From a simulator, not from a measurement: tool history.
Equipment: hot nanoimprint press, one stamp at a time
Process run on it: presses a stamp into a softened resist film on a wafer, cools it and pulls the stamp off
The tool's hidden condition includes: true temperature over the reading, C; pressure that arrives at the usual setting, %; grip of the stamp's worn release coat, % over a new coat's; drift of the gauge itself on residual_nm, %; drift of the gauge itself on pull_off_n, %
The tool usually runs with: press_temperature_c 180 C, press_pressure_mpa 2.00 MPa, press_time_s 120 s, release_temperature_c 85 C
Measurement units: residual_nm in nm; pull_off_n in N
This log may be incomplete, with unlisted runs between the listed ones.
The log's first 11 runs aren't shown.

run,hour,press_temperature_c,press_pressure_mpa,press_time_s,release_temperature_c,hours of work since the thermocouple was calibrated,imprints on the stamp's release coat,hours of work since the press's seals were changed,residual_nm,pull_off_n
12,68.5,180,2.00,120,85,103,1859,224,184.4,321
13,73.2,180,2.00,120,85,106,1870,227,184.6,345
14,81.2,178,2.00,120,85,111,1890,232,196.9,332
15,89.6,178,2.00,120,85,116,1910,238,196.2,338
16,98.7,180,2.00,120,85,122,1933,243,185.9,324
17,107.5,180,1.75,120,70,127,1954,249,194.3,383
18,115.8,180,1.75,120,70,132,1974,254,195.5,375
19,124.4,180,2.00,109,85,138,1995,259,190.5,345
20,129.9,180,2.00,109,85,141,2009,263,189.4,338
21,134.6,180,2.00,92,86,144,2020,266,198.2,340
# hour 138.2: plate thermocouple calibrated
22,141.3,180,2.00,92,86,2,2029,268,202.0,346
23,148.6,180,1.22,231,88,7,2047,273,193.3,347
24,153.0,180,2.00,120,82,9,2057,275,189.5,366
25,157.0,180,1.60,120,82,12,2067,278,206.3,349
# hour 163.0: plate thermocouple calibrated, once more
26,166.1,180,1.82,120,82,2,2082,282,188.8,350
27,171.7,173,1.79,120,82,5,2096,285,229.7,359
28,177.8,187,2.71,185,83,9,2111,289,106.6,358
29,181.9,187,1.95,150,83,12,2121,292,136.8,367
30,188.8,180,2.00,216,85,16,2137,296,151.9,355
31,193.6,180,2.00,91,85,19,2149,299,195.8,359

Branching from run 31: 3 alternative next runs. What would each branch give?
A,199.6,179,1.80,91,88,23,2164,303,?,?
B,199.6,180,2.50,91,86,23,2164,303,?,?
C,199.6,180,1.95,120,91,23,2164,303,?,?

run,residual_nm,pull_off_n
A,208.9,354
B,178.0,350
C,183.0,337
With the hidden condition removed and each run's random variation left untouched, the same runs would have given:
run,residual_nm,pull_off_n
A,206.8,223
B,175.6,220
C,180.9,211
